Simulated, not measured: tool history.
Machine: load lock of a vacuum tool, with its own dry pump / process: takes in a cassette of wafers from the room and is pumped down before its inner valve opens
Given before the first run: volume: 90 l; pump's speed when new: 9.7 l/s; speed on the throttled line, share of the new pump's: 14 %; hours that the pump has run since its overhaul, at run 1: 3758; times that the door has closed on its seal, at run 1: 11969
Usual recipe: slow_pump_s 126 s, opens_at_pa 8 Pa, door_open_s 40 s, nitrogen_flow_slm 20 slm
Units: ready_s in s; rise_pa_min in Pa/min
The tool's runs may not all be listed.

run,hour,slow_pump_s,opens_at_pa,door_open_s,nitrogen_flow_slm,hours that the pump has run since its overhaul,times that the door has closed on its seal,"incoming humidity of the room's air, %",ready_s,rise_pa_min
1,0,126,8,40,20,3758,11969,46.4,200.2,0.186
2,65.4,126,8,104,20,3823,12188,47,197.9,0.223
3,149.7,126,8,104,20,3908,12470,48,199.4,0.227
4,226.1,126,8,40,20,3984,12725,45.3,200.6,0.202
5,319.3,126,8,40,20,4077,13037,48.5,199.6,0.211
6,441.8,126,8,40,20,4200,13446,44.1,200.5,0.218
7,512,126,15,40,20,4270,13681,46.1,192.4,0.221
8,601,87,8,40,20,4359,13978,44.8,168.1,0.223
9,713.6,87,8,40,20,4471,14354,43,167.5,0.227
10,836,78,8,40,20,4594,14764,41.7,160.3,0.239
11,945.2,78,8,40,20,4703,15129,45.8,160.3,0.247
12,1005.7,227,8,40,20,4764,15331,44.5,285.5,0.257
13,1126.4,227,8,40,20,4884,15734,46.9,289.5,0.267
14,1249.7,126,8,59,20,5008,16146,43,200.1,0.28
15,1369.8,126,8,59,20,5128,16548,47.8,202,0.297
16,1469.5,126,8,59,20,5227,16881,48,201.2,0.296
17,1572.7,126,8,59,20,5331,17226,45.2,203.4,0.307
18,1637.2,105,8,59,20,5395,17441,47.2,182.7,0.31
19,1756.1,105,8,59,20,5514,17839,44,183.7,0.321
20,1879.3,187,10,224,13,5637,18251,45.6,249.7,0.434
21,1961.7,187,7,224,13,5720,18526,44,253.3,0.426
22,2077.1,126,6,46,20,5835,18912,43.5,204,0.342
23,2159.3,70,6,46,20,5917,19186,46.1,155.3,0.361
24,2279,126,15,48,20,6037,19587,42.5,194.1,0.355
25,2355.3,240,7,40,20,6113,19842,44,300.5,0.358
26,2416.8,240,7,40,20,6175,20047,46.5,302.7,0.369
27,2492,126,8,40,36,6250,20298,45.9,203.4,0.359
28,2608,126,8,40,36,6366,20686,44.1,203.6,0.373
29,2659.9,126,8,40,6,6418,20859,47.4,201.9,0.413
30,2717.2,126,12,40,6,6475,21051,44.4,195.9,0.413
31,2775.3,126,12,40,6,6533,21245,46.6,197.9,0.405
32,2860.3,126,12,40,6,6618,21529,41.3,198.2,0.421
33,2979.4,126,16,238,7,6737,21927,42.9,195.5,0.542
34,3043.2,126,8,238,7,6801,22141,44.4,200.6,0.544
35,3154.1,126,8,238,7,6912,22511,41.2,203,0.551
36,3251.9,126,8,238,7,7010,22838,46.4,203,0.577

Consider 3 possible next runs. They are alternatives, not a sequence: every one starts from the tool as it was left by run 36. What does each give?
# hour 3309.1: door's seal changed, seat wiped
A,3353.1,179,8,238,5,7110,147,45.5,?,?
# hour 3309.1: door's seal changed, seat wiped
B,3353.1,235,8,40,14,7110,147,44.4,?,?
# hour 3309.1: door's seal changed, seat wiped
C,3353.1,88,8,238,7,7110,147,44.3,?,?

run,ready_s,rise_pa_min
A,247.9,0.157
B,293.6,0.031
C,171.4,0.146
What these runs would have given with no unlogged condition in the tool:
run,ready_s,rise_pa_min
A,243.4,0.157
B,289.7,0.031
C,166,0.145
